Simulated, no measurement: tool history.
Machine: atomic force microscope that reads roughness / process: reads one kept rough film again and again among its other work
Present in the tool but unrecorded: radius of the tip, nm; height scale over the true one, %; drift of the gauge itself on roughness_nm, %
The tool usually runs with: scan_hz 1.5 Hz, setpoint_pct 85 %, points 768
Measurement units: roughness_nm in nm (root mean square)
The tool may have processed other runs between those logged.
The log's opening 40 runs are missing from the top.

run	hour	scan_hz	setpoint_pct	points	pictures with this tip	hours of work since the height scale was calibrated	roughness_nm
41	1458.7	0.92	85	309	204	343	2.507
# hour 1479: new tip fitted
42	1499.6	0.92	85	309	32	369	2.653
43	1543.3	0.81	78	261	101	398	2.69
44	1573.9	0.81	78	261	148	417	2.639
45	1605.7	0.81	78	887	198	438	2.602
# hour 1632.6: new tip fitted
46	1647	0.81	78	887	22	464	2.756
47	1692.5	1.5	67	594	93	494	2.696
48	1730.3	2.03	79	404	152	518	2.457
49	1777.3	0.86	60	768	225	549	2.655
# hour 1785.1: new tip fitted
50	1798.9	1.5	83	453	22	562	2.607
51	1829.6	1.5	83	453	70	582	2.549
52	1868.2	1.58	72	955	130	607	2.634

Alternative continuations, all from the tool just after run 52; predict every row:
A	1917.8	1.59	72	290	207	639	?
B	1917.8	0.85	85	465	207	639	?
C	1917.8	1.67	72	955	207	639	?
D	1917.8	2.1	61	518	207	639	?

run	roughness_nm
A	2.536
B	2.549
C	2.547
D	2.59
Without the tool's unlogged condition, the same runs would have read:
run	roughness_nm
A	2.714
B	2.728
C	2.725
D	2.771
